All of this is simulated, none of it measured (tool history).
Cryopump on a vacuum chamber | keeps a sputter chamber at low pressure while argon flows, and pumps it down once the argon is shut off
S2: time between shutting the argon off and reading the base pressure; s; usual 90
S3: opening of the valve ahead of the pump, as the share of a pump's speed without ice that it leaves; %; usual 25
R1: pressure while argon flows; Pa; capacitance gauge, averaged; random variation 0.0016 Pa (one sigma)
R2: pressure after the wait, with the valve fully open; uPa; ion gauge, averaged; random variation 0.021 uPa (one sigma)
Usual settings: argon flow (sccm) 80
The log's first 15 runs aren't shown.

Run 16, day 47.971: usual settings but S2 87 s. Result: R1 0.4046 Pa, R2 1.26 uPa.
Run 17, day 50.017: usual settings but S2 87 s. Result: R1 0.4044 Pa, R2 1.36 uPa.
Run 18, day 52.325: usual settings but S2 87 s. Result: R1 0.4043 Pa, R2 1.38 uPa.
Run 19, day 54.075: usual settings but S2 87 s. Result: R1 0.4073 Pa, R2 1.39 uPa.
Run 20, day 57.021: usual settings but S2 87 s. Result: R1 0.4135 Pa, R2 1.62 uPa.
At day 58.946: pump warmed up, emptied and cooled again.
Run 21, day 59.000: usual settings but S2 87 s. Result: R1 0.3785 Pa, R2 1.33 uPa.
Run 22, day 61.738: usual settings but argon flow (sccm) 101, S2 93 s, S3 21 %. Result: R1 0.5702 Pa, R2 1.37 uPa.
Run 23, day 66.008: usual settings but argon flow (sccm) 101, S2 93 s, S3 21 %. Result: R1 0.5838 Pa, R2 1.55 uPa.
Run 24, day 69.275: usual settings but argon flow (sccm) 33, S2 96 s, S3 38 %. Result: R1 0.1078 Pa, R2 1.59 uPa.
Run 25, day 71.692: usual settings but argon flow (sccm) 33, S2 59 s, S3 38 %. Result: R1 0.1073 Pa, R2 1.76 uPa.
Run 26, day 74.621: usual settings but argon flow (sccm) 38, S2 59 s, S3 38 %. Result: R1 0.1245 Pa, R2 1.90 uPa.
Run 27, day 77.829: usual settings but S2 186 s. Result: R1 0.3976 Pa, R2 1.75 uPa.
Run 28, day 80.571: usual settings but argon flow (sccm) 47, S2 246 s. Result: R1 0.2365 Pa, R2 1.86 uPa.
Run 29, day 84.712: usual settings but argon flow (sccm) 41, S2 32 s, S3 58 %. Result: R1 0.0996 Pa, R2 2.76 uPa.
Run 30, day 88.050: usual settings but S2 78 s. Result: R1 0.4092 Pa, R2 2.41 uPa.
At day 90.196: pump warmed up, emptied and cooled again.
Run 31, day 91.275: usual settings but argon flow (sccm) 93, S2 41 s. Result: R1 0.4408 Pa, R2 2.27 uPa.
Run 32, day 93.696: usual settings but argon flow (sccm) 93, S2 41 s. Result: R1 0.4442 Pa, R2 2.39 uPa.
Run 33, day 97.038: usual settings but argon flow (sccm) 93, S2 41 s. Result: R1 0.4482 Pa, R2 2.50 uPa.
Run 34, day 98.938: usual settings but argon flow (sccm) 43, S2 70 s, S3 29 %. Result: R1 0.1805 Pa, R2 2.26 uPa.

4 ways to go on from here, each from the tool as it stands after run 34. What would each give?
Run A, day 102.046: usual settings but argon flow (sccm) 43, S2 156 s, S3 36 %. Result: R1 ?, R2 ?.
Run B, day 102.046: usual settings but S2 70 s, S3 29 %. Result: R1 ?, R2 ?.
Run C, day 102.046: usual settings but argon flow (sccm) 83, S2 245 s, S3 34 %. Result: R1 ?, R2 ?.
Run D, day 102.046: usual settings but argon flow (sccm) 116, S2 253 s, S3 52 %. Result: R1 ?, R2 ?.

run      R1    R2
  A  0.1474  2.19
  B  0.3410  2.39
  C  0.3037  2.20
  D  0.2836  2.18
Without the tool's hidden state the same runs would have given:
run      R1    R2
  A  0.1402  0.34
  B  0.3277  0.57
  C  0.2898  0.33
  D  0.2643  0.32

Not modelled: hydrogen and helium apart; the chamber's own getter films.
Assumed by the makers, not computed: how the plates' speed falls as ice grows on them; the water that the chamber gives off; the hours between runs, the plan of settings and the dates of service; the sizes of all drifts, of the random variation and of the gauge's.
